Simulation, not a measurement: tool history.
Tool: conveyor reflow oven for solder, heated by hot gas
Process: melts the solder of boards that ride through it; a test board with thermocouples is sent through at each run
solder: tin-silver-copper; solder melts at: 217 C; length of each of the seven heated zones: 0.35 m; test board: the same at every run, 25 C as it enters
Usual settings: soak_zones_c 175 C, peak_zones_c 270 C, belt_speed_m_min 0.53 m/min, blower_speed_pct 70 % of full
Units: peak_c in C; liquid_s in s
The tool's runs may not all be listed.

| run | hour | soak_zones_c | peak_zones_c | belt_speed_m_min | blower_speed_pct | peak_c | liquid_s |
|---|---|---|---|---|---|---|---|
| 1 | 0 | 175 | 270 | 0.53 | 70 | 256.7 | 63.6 |
| 2 | 12.5 | 175 | 270 | 0.53 | 70 | 256.3 | 63.3 |
| 3 | 30 | 175 | 270 | 0.53 | 70 | 256.4 | 63.6 |
| 4 | 48.8 | 175 | 270 | 0.53 | 70 | 256.7 | 63.5 |
| 5 | 68.5 | 175 | 270 | 0.53 | 70 | 256.6 | 63.4 |
| 6 | 82.7 | 175 | 270 | 0.53 | 70 | 256.4 | 63.3 |
| 7 | 102.6 | 175 | 270 | 0.53 | 70 | 256.5 | 63.3 |
|  | 123.4 | flux residue cleaned out of gas plates and filters |
| 8 | 131.3 | 175 | 270 | 0.53 | 70 | 256.8 | 63.5 |
| 9 | 150.3 | 161 | 270 | 0.53 | 70 | 254.2 | 57.5 |
| 10 | 174 | 175 | 282 | 0.53 | 70 | 267.6 | 69.3 |
| 11 | 194.8 | 168 | 270 | 0.53 | 70 | 255.4 | 60.2 |
| 12 | 209.7 | 168 | 285 | 0.53 | 70 | 269 | 67.9 |
| 13 | 232.3 | 168 | 285 | 0.53 | 70 | 269.4 | 68 |
| 14 | 249.7 | 175 | 262 | 0.53 | 70 | 249.6 | 58.7 |
| 15 | 272.9 | 175 | 262 | 0.42 | 70 | 255.2 | 81.1 |
| 16 | 296.9 | 175 | 270 | 0.45 | 70 | 261 | 78.8 |
| 17 | 311.4 | 162 | 259 | 0.519 | 83 | 246.8 | 53.8 |
| 18 | 334.3 | 162 | 282 | 0.429 | 83 | 273.5 | 85.5 |
| 19 | 359.7 | 180 | 261 | 0.53 | 70 | 249.1 | 60.3 |
| 20 | 373.3 | 180 | 261 | 0.53 | 70 | 249.7 | 60.4 |
| 21 | 386.8 | 180 | 261 | 0.53 | 70 | 249 | 60.5 |
| 22 | 404.4 | 186 | 270 | 0.544 | 70 | 258.1 | 66.3 |
| 23 | 422.9 | 175 | 284 | 0.53 | 51 | 266.2 | 68.5 |
| 24 | 442.5 | 175 | 284 | 0.53 | 51 | 266.1 | 68.3 |
| 25 | 456.4 | 175 | 284 | 0.53 | 51 | 266.4 | 68.3 |
| 26 | 471.4 | 175 | 284 | 0.53 | 51 | 266.2 | 68.6 |
| 27 | 485.4 | 175 | 270 | 0.53 | 53 | 254.3 | 61.2 |
| 28 | 506.4 | 167 | 284 | 0.624 | 64 | 260.7 | 52.6 |
| 29 | 518.9 | 161 | 271 | 0.489 | 56 | 256 | 63.3 |
| 30 | 534.6 | 175 | 270 | 0.53 | 52 | 253.6 | 60.8 |

3 ways to go on from here, each from the tool as it stands after run 30. What would each give?
| A | 549 | 163 | 277 | 0.534 | 52 | ? | ? |
| B | 549 | 175 | 259 | 0.582 | 83 | ? | ? |
| C | 549 | 175 | 260 | 0.502 | 54 | ? | ? |

| run | peak_c | liquid_s |
|---|---|---|
| A | 257.7 | 58.9 |
| B | 245.9 | 50.1 |
| C | 247.2 | 59.5 |
Without the tool's hidden state the same runs would have given:
| run | peak_c | liquid_s |
|---|---|---|
| A | 257.8 | 59 |
| B | 246 | 50.2 |
| C | 247.3 | 59.5 |
